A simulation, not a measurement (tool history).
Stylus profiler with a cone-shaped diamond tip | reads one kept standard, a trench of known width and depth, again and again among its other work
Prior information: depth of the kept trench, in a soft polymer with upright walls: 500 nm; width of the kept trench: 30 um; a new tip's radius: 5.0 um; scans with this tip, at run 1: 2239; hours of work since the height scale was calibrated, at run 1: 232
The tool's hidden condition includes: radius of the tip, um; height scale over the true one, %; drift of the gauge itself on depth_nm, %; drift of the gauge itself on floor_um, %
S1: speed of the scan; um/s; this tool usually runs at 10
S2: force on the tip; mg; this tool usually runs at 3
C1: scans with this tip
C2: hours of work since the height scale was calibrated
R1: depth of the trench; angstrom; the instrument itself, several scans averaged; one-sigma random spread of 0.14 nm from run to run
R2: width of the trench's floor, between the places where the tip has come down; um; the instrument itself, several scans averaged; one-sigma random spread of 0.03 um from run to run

run,hour,S1,S2,C1,C2,R1,R2
1,0,10,3,2239,232,5033,25.68
2,16.8,10,3,2307,239,5033.8,25.6
3,35.2,10,3,2382,247,5031.2,25.56
4,49.5,10,3,2440,253,5029.9,25.63
5,72.3,10,3,2533,263,5031.6,25.59
6,98.5,10,3,2639,274,5031.6,25.63
7,117.2,10,3,2715,281,5033,25.67
8,130.6,10,3,2769,287,5031,25.59
9,149.6,10,1.48,2847,295,5020.4,25.53
10,175.9,2,3,2953,306,5030.4,25.68
11,189.9,2,3,3010,312,5031.3,25.63
12,210.1,21,3,3092,321,5033.1,25.58
13,236.5,10,3,3199,332,5032.8,25.59
14,248.6,10,3,3248,337,5035,25.59
15,274.7,20,2.11,3354,348,5027.9,25.54
16,298.9,22,3,3453,358,5029.7,25.55
17,320,2,2.33,3538,367,5027.5,25.57
18,345.6,2,2.33,3642,378,5028.4,25.61
19,371.4,11,4.92,3747,388,5045.7,25.62
20,399.4,11,4.92,3861,400,5046.3,25.61
21,411.8,4,3,3911,405,5033.2,25.69
22,437.6,3,5.37,4016,416,5048.5,25.61
23,466.1,3,5.37,4131,428,5049.5,25.62
24,480.2,15,6.08,4188,434,5053.2,25.6
25,504.4,2,3.43,4287,444,5036.1,25.61
26,524.5,2,3.43,4368,453,5036.1,25.64
27,549.7,8,3.37,4471,463,5034.3,25.63

Forecast each of these 5 alternatives for the next run:
A,577.8,4,4.09,4584,475,?,?
B,577.8,12,6.11,4584,475,?,?
C,577.8,10,5.76,4584,475,?,?
D,577.8,3,1.12,4584,475,?,?
E,577.8,8,5.21,4584,475,?,?

run,R1,R2
A,5042.6,25.6
B,5051.4,25.59
C,5052.4,25.65
D,5018.4,25.57
E,5046.9,25.65
What these runs would have given with no unlogged condition in the tool:
run,R1,R2
A,5042.5,25.61
B,5051.3,25.6
C,5052.3,25.66
D,5018.3,25.57
E,5046.9,25.65
